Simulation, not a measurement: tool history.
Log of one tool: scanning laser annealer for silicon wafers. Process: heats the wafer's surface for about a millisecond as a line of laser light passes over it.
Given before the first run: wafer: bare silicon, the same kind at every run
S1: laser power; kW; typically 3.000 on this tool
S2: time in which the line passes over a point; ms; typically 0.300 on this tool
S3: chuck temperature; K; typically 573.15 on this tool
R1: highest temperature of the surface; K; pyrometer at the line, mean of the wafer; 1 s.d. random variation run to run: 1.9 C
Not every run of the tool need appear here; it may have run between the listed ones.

| run | day | S1 | S2 | S3 | R1 |
|---|---|---|---|---|---|
| 1 | 0.000 | 3.000 | 0.300 | 573.15 | 1402.15 |
| 2 | 0.654 | 3.000 | 0.300 | 598.15 | 1426.15 |
| 3 | 1.471 | 3.000 | 0.300 | 598.15 | 1426.15 |
| 4 | 2.217 | 3.000 | 0.300 | 573.15 | 1398.15 |
| 5 | 3.058 | 3.000 | 0.300 | 573.15 | 1397.15 |
| 6 | 3.979 | 3.000 | 0.300 | 573.15 | 1396.15 |
| 7 | 4.500 | 3.000 | 0.300 | 573.15 | 1396.15 |
| 8 | 5.571 | 3.000 | 0.300 | 573.15 | 1393.15 |
| 9 | 6.792 | 3.000 | 0.300 | 573.15 | 1389.15 |
| 10 | 8.017 | 3.000 | 0.300 | 573.15 | 1388.15 |
| 11 | 8.700 | 3.000 | 0.300 | 573.15 | 1386.15 |
| 12 | 9.588 | 3.000 | 0.300 | 573.15 | 1384.15 |
| 13 | 10.846 | 3.000 | 0.300 | 573.15 | 1382.15 |
| 14 | 12.062 | 3.000 | 0.300 | 573.15 | 1381.15 |
| 15 | 13.029 | 2.767 | 0.300 | 573.15 | 1314.15 |
| 16 | 13.783 | 2.767 | 0.300 | 573.15 | 1314.15 |
| 17 | 14.892 | 2.767 | 0.300 | 573.15 | 1310.15 |
| 18 | 15.425 | 2.767 | 0.330 | 573.15 | 1349.15 |
| 19 | 16.204 | 2.767 | 0.330 | 585.15 | 1354.15 |
| 20 | 16.808 | 2.851 | 0.300 | 573.15 | 1333.15 |
|  | 17.488 | optics aligned, line set to its width |
| 21 | 18.062 | 3.273 | 0.300 | 573.15 | 1462.15 |
| 22 | 18.821 | 2.926 | 0.287 | 578.15 | 1353.15 |
| 23 | 19.704 | 3.123 | 0.287 | 578.15 | 1403.15 |
| 24 | 20.283 | 2.669 | 0.287 | 585.15 | 1290.15 |
| 25 | 21.521 | 2.638 | 0.276 | 582.15 | 1261.15 |
| 26 | 22.462 | 2.638 | 0.276 | 582.15 | 1263.15 |
| 27 | 23.275 | 2.857 | 0.263 | 569.15 | 1289.15 |
| 28 | 24.500 | 2.568 | 0.238 | 592.15 | 1207.15 |
| 29 | 25.100 | 3.235 | 0.294 | 600.15 | 1454.15 |
| 30 | 25.646 | 3.113 | 0.241 | 572.15 | 1320.15 |
|  | 26.104 | window over the wafer cleaned |
| 31 | 26.804 | 3.194 | 0.371 | 566.15 | 1554.15 |
| 32 | 27.688 | 3.194 | 0.371 | 566.15 | 1551.15 |
| 33 | 28.296 | 2.739 | 0.260 | 562.15 | 1276.15 |
| 34 | 29.054 | 2.602 | 0.212 | 537.15 | 1153.15 |
| 35 | 30.104 | 2.758 | 0.346 | 550.15 | 1369.15 |
| 36 | 31.283 | 2.758 | 0.346 | 550.15 | 1365.15 |
| 37 | 32.371 | 3.254 | 0.303 | 573.15 | 1482.15 |
| 38 | 33.342 | 3.000 | 0.335 | 574.15 | 1445.15 |
| 39 | 34.529 | 3.191 | 0.240 | 589.15 | 1384.15 |
| 40 | 35.796 | 3.197 | 0.343 | 534.15 | 1473.15 |
| 41 | 36.879 | 3.000 | 0.300 | 548.15 | 1373.15 |

Here are 4 independent what-if runs from the current tool condition. What would each one return?
| A | 38.008 | 3.000 | 0.214 | 602.15 | ? |
| B | 38.008 | 3.000 | 0.287 | 548.15 | ? |
| C | 38.008 | 3.000 | 0.222 | 542.15 | ? |
| D | 38.008 | 3.000 | 0.317 | 556.15 | ? |

| run | R1 |
|---|---|
| A | 1302.15 |
| B | 1354.15 |
| C | 1257.15 |
| D | 1398.15 |
Without the tool's unlogged condition, the same runs would have read:
| run | R1 |
|---|---|
| A | 1319.15 |
| B | 1373.15 |
| C | 1273.15 |
| D | 1418.15 |
